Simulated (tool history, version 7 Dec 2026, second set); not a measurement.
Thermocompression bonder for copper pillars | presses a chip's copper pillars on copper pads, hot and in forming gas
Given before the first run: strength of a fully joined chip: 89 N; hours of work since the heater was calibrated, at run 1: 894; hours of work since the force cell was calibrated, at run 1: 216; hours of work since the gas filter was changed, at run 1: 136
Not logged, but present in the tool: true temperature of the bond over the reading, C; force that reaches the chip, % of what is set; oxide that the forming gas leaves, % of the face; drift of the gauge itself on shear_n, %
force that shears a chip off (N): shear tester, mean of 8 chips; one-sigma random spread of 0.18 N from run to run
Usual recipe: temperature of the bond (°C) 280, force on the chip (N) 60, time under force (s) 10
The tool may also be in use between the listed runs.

run,hour,temperature of the bond (°C),force on the chip (N),time under force (s),hours of work since the heater was calibrated,hours of work since the force cell was calibrated,hours of work since the gas filter was changed,force that shears a chip off (N)
1,0.0,280,60,10,894,216,136,51.0
2,10.2,280,60,18,898,221,141,60.9
3,22.2,280,60,9,904,226,146,49.5
4,27.4,280,60,9,906,228,148,49.5
5,38.4,280,60,10,911,233,153,51.3
6,46.3,284,60,10,914,237,157,52.9
7,57.1,284,60,10,919,241,161,53.1
8,66.5,284,60,10,923,246,166,52.9
9,76.7,273,60,10,928,250,170,47.6
10,82.6,280,44,10,930,253,173,38.5
11,93.7,280,44,10,935,258,178,38.4
12,106.0,280,40,10,941,263,183,34.7
13,116.7,280,57,16,945,268,188,56.6
14,122.9,280,57,16,948,270,190,56.4
15,130.3,280,57,16,951,274,194,56.4
16,137.7,280,57,16,955,277,197,56.3
17,148.8,280,57,16,959,282,202,56.2
18,158.3,287,37,17,964,286,206,42.4
19,164.9,300,40,19,966,289,209,53.4
20,171.4,300,40,19,969,292,212,53.3
21,179.2,300,40,19,973,295,215,53.6
22,189.0,280,86,13,977,300,220,70.4
# hour 194.1: forming gas filter changed
23,197.4,280,75,13,981,303,1,65.3

Here are 4 independent what-if runs from the current tool condition. What would each one return?
A,204.5,282,39,9,984,306,5,?
B,204.5,300,83,7,984,306,5,?
C,204.5,263,85,13,984,306,5,?
D,204.5,280,38,10,984,306,5,?

run,force that shears a chip off (N)
A,33.5
B,68.7
C,61.9
D,33.5
Had the tool no hidden state, the same runs would have come out as:
run,force that shears a chip off (N)
A,33.4
B,68.5
C,61.7
D,33.3

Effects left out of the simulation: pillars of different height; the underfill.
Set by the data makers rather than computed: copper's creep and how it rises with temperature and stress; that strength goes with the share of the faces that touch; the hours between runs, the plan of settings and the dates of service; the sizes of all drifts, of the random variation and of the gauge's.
